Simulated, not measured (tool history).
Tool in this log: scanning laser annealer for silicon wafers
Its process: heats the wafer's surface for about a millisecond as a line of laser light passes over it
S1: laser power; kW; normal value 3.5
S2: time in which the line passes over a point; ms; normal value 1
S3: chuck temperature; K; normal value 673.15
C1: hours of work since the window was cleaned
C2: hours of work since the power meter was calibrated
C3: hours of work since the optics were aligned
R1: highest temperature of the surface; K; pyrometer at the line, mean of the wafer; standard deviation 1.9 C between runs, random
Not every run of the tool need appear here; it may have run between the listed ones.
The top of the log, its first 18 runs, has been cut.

Run 19, hour 461.9: usual settings; C1 570; C2 747; C3 280. Result: R1 1379.15 K.
Run 20, hour 481.8: usual settings; C1 583; C2 760; C3 292. Result: R1 1378.15 K.
Run 21, hour 505.9: usual settings but S1 3.681 kW; C1 598; C2 775; C3 308. Result: R1 1421.15 K.
Run 22, hour 537.7: usual settings but S1 3.681 kW; C1 619; C2 796; C3 329. Result: R1 1419.15 K.
Run 23, hour 558.7: usual settings but S1 3.101 kW, S2 0.88 ms, S3 664.15 K; C1 632; C2 809; C3 342. Result: R1 1237.15 K.
Run 24, hour 592.5: usual settings but S1 3.004 kW, S2 0.84 ms, S3 664.15 K; C1 654; C2 831; C3 364. Result: R1 1201.15 K.
At hour 607.7: window over the wafer cleaned.
Run 25, hour 625.8: usual settings but S1 3.004 kW, S2 0.84 ms, S3 664.15 K; C1 12; C2 851; C3 384. Result: R1 1230.15 K.
Run 26, hour 652.8: usual settings but S1 3.004 kW, S2 0.84 ms, S3 664.15 K; C1 29; C2 869; C3 401. Result: R1 1224.15 K.
Run 27, hour 681.7: usual settings but S3 676.15 K; C1 48; C2 887; C3 420. Result: R1 1409.15 K.
Run 28, hour 705.1: usual settings but S3 705.15 K; C1 63; C2 902; C3 435. Result: R1 1435.15 K.
Run 29, hour 736.8: usual settings but S3 705.15 K; C1 83; C2 923; C3 456. Result: R1 1437.15 K.
Run 30, hour 764.5: usual settings but S1 3.212 kW, S2 1.18 ms; C1 101; C2 941; C3 473. Result: R1 1375.15 K.
Run 31, hour 782.1: usual settings but S1 3.388 kW, S2 0.94 ms; C1 112; C2 952; C3 485. Result: R1 1354.15 K.
Run 32, hour 806.2: usual settings but S1 3.388 kW, S2 0.94 ms; C1 128; C2 967; C3 500. Result: R1 1353.15 K.
Run 33, hour 821.3: usual settings but S1 3.388 kW, S2 0.94 ms, S3 658.15 K; C1 138; C2 977; C3 510. Result: R1 1335.15 K.
Run 34, hour 848.3: usual settings but S1 3.388 kW, S2 1.01 ms, S3 649.15 K; C1 155; C2 995; C3 527. Result: R1 1352.15 K.
Run 35, hour 877.3: usual settings but S1 3.388 kW, S2 1.01 ms, S3 649.15 K; C1 174; C2 1013; C3 546. Result: R1 1350.15 K.
Run 36, hour 906: usual settings but S1 3.388 kW, S2 1.01 ms, S3 649.15 K; C1 192; C2 1032; C3 565. Result: R1 1347.15 K.
Run 37, hour 925.9: usual settings but S1 3.388 kW, S2 1.01 ms, S3 669.15 K; C1 205; C2 1045; C3 577. Result: R1 1364.15 K.
Run 38, hour 942.9: usual settings but S1 3.388 kW, S2 1.01 ms, S3 669.15 K; C1 216; C2 1056; C3 588. Result: R1 1367.15 K.
Run 39, hour 975.5: usual settings but S1 3.388 kW, S2 1.01 ms, S3 669.15 K; C1 237; C2 1077; C3 609. Result: R1 1367.15 K.
Run 40, hour 996.4: usual settings but S1 3.388 kW, S2 1.01 ms, S3 669.15 K; C1 251; C2 1090; C3 623. Result: R1 1367.15 K.
Run 41, hour 1028.3: usual settings but S1 3.831 kW, S3 704.15 K; C1 271; C2 1111; C3 643. Result: R1 1506.15 K.
Run 42, hour 1053: usual settings but S1 3.831 kW, S2 1.21 ms, S3 634.15 K; C1 287; C2 1127; C3 659. Result: R1 1508.15 K.

3 options for the next run, each taken on its own from the tool as it stands now. Forecast them:
Run A, hour 1081.7: usual settings but S1 3.358 kW, S2 1.21 ms, S3 641.15 K; C1 306; C2 1145; C3 678. Result: R1 ?.
Run B, hour 1081.7: usual settings but S1 3.198 kW; C1 306; C2 1145; C3 678. Result: R1 ?.
Run C, hour 1081.7: usual settings but S2 0.8 ms; C1 306; C2 1145; C3 678. Result: R1 ?.

run       R1
  A  1383.15
  B  1313.15
  C  1327.15
Without the tool's hidden state the same runs would have given:
run       R1
  A  1403.15
  B  1331.15
  C  1345.15
